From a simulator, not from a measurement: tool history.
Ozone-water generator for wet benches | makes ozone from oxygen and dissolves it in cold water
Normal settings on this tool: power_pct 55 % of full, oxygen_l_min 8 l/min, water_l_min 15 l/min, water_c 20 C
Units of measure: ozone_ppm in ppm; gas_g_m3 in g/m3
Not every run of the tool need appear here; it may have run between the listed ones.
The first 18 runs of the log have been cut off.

| run | day | power_pct | oxygen_l_min | water_l_min | water_c | ozone_ppm | gas_g_m3 |
|---|---|---|---|---|---|---|---|
| 19 | 31.896 | 61 | 13.49 | 17 | 20 | 21 | 148.2 |
| 20 | 34.188 | 55 | 8 | 13 | 20 | 23.6 | 172.1 |
| 21 | 35.825 | 50 | 5.58 | 17 | 20 | 18.5 | 184 |
| 22 | 38.471 | 50 | 5.58 | 17 | 20 | 18.3 | 185.1 |
| 23 | 40.362 | 55 | 7.67 | 10 | 20 | 26.6 | 174.4 |
| 24 | 42.404 | 55 | 7.67 | 10 | 20 | 26.8 | 175 |
| 25 | 44.412 | 97 | 4.27 | 12 | 23 | 37.3 | 353.3 |
| 26 | 46.729 | 97 | 4.27 | 12 | 23 | 37.2 | 353.2 |
| 27 | 48.812 | 55 | 8 | 15 | 14 | 24.2 | 172.9 |
| 28 | 51.121 | 55 | 8 | 15 | 14 | 24.4 | 173.9 |
| 29 | 52.775 | 55 | 8 | 15 | 14 | 24.5 | 173.9 |
| 30 | 54.767 | 62 | 4.71 | 15 | 20 | 23.8 | 239.5 |
| 31 | 56.604 | 55 | 8 | 13 | 20 | 23.1 | 173.4 |
| 32 | 58.075 | 55 | 6.96 | 20 | 20 | 18 | 185.2 |
| 33 | 59.658 | 55 | 6.96 | 20 | 20 | 17.9 | 184.1 |

Below are 4 alternative next runs, each starting from the tool's condition after run 33. Predict each:
| A | 61.771 | 41 | 13.22 | 15 | 20 | ? | ? |
| B | 61.771 | 55 | 6.96 | 16 | 20 | ? | ? |
| C | 61.771 | 55 | 8 | 16 | 13 | ? | ? |
| D | 61.771 | 55 | 7.53 | 20 | 25 | ? | ? |

| run | ozone_ppm | gas_g_m3 |
|---|---|---|
| A | 16.4 | 112.8 |
| B | 20.9 | 187.3 |
| C | 23.7 | 174.5 |
| D | 16.6 | 179.6 |
Without the tool's hidden state the same runs would have given:
| run | ozone_ppm | gas_g_m3 |
|---|---|---|
| A | 16.4 | 109.5 |
| B | 20.9 | 181.9 |
| C | 23.8 | 169.4 |
| D | 16.6 | 174.4 |
